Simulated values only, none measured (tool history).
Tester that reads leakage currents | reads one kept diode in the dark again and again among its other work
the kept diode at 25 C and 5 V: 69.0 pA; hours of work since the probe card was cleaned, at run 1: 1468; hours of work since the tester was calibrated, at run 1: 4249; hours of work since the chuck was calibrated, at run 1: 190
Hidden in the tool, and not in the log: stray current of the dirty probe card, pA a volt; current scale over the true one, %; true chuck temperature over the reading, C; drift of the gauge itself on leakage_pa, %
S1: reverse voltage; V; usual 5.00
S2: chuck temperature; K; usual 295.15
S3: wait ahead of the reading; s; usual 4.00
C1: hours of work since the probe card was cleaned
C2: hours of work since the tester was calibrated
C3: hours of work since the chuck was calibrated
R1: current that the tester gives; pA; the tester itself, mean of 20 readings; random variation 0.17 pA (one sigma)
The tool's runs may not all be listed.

run,day,S1,S2,S3,C1,C2,C3,R1
1,0.000,5.00,295.15,4.00,1468,4249,190,59.56
2,9.688,5.00,295.15,4.00,1602,4384,325,59.89
# day 17.288: tester calibrated
3,18.129,5.00,295.15,4.00,1718,12,441,60.61
4,25.850,1.18,295.15,4.00,1825,119,548,30.51
5,32.817,1.18,295.15,4.00,1922,216,645,30.43
6,39.058,1.18,295.15,4.00,2009,302,731,30.36
7,43.483,1.18,303.15,4.00,2070,363,793,58.92
8,48.742,5.00,304.15,4.00,2143,436,865,121.57

The next listed run, before its measurement:
9,56.300,4.12,304.15,0.72,2248,541,970,?

R1: 112.24 pA
Without the tool's hidden state the same run would have given R1 108.33 pA.

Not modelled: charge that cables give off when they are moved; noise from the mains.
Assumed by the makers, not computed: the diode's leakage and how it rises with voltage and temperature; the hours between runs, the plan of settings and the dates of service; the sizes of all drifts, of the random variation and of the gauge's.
